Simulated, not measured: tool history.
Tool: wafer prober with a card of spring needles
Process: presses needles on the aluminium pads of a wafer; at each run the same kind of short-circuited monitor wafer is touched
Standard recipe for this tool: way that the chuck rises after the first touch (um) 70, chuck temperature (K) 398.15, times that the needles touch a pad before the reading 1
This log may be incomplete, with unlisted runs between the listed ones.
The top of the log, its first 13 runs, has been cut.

run,day,way that the chuck rises after the first touch (um),chuck temperature (K),times that the needles touch a pad before the reading,touches since the tips were cleaned,cleanings since the card got new needles,touches since the first contact's height was set,resistance of one needle with its contact and lead (mohm),way that a needle slides on the pad (um)
# day 4.708: tips cleaned on abrasive film
# day 5.000: tips cleaned on abrasive film
14,5.046,51,398.15,1,543,42,134579,295,12.07
# day 5.271: tips cleaned on abrasive film
15,5.488,51,398.15,1,2458,43,139522,370,11.89
# day 5.550: tips cleaned on abrasive film
# day 5.825: tips cleaned on abrasive film
16,5.954,70,398.15,1,1454,45,144715,289,16.45
# day 6.083: tips cleaned on abrasive film
# day 6.350: tips cleaned on abrasive film
17,6.429,70,392.15,2,887,47,149989,252,16.14
# day 6.642: tips cleaned on abrasive film
18,6.692,70,392.15,2,565,48,152920,251,16.26
# day 6.912: tips cleaned on abrasive film
19,6.925,55,374.15,1,128,49,155509,254,12.62
20,7.146,55,374.15,1,2646,49,158027,362,12.71
# day 7.192: tips cleaned on abrasive film
# day 7.471: tips cleaned on abrasive film
# day 7.546: height of the first contact set anew
21,7.667,70,309.15,2,2048,51,1328,251,17.68
# day 7.742: tips cleaned on abrasive film
22,7.954,52,391.15,2,2393,52,4569,300,12.88
# day 8.008: tips cleaned on abrasive film
# day 8.304: tips cleaned on abrasive film
23,8.312,52,391.15,2,68,54,8505,243,12.73
# day 8.575: tips cleaned on abrasive film
24,8.688,52,391.15,2,1273,55,12730,275,12.97
# day 8.854: tips cleaned on abrasive film
# day 9.121: tips cleaned on abrasive film
25,9.150,76,303.15,2,294,57,17842,219,18.73
# day 9.392: tips cleaned on abrasive film
26,9.596,81,329.15,2,2314,58,22872,248,19.96
# day 9.675: tips cleaned on abrasive film
27,9.858,70,398.15,1,2059,59,25787,298,17.10
# day 9.958: tips cleaned on abrasive film
28,10.188,57,377.15,2,2597,60,29478,293,14.16
# day 10.229: tips cleaned on abrasive film
29,10.450,59,326.15,2,2486,61,32390,293,14.35
# day 10.488: tips cleaned on abrasive film
# day 10.746: tips cleaned on abrasive film
30,10.933,70,398.15,2,2086,63,37751,272,17.23

Predict the results of run 31:
# day 11.012: tips cleaned on abrasive film
# day 11.300: tips cleaned on abrasive film
31,11.342,70,301.15,2,440,65,42284,?,?

resistance of one needle with its contact and lead (mohm): 223
way that a needle slides on the pad (um): 16.97
With the hidden condition absent and the run-to-run variation left alone, this run would have shown resistance of one needle with its contact and lead (mohm) 204, way that a needle slides on the pad (um) 17.29.
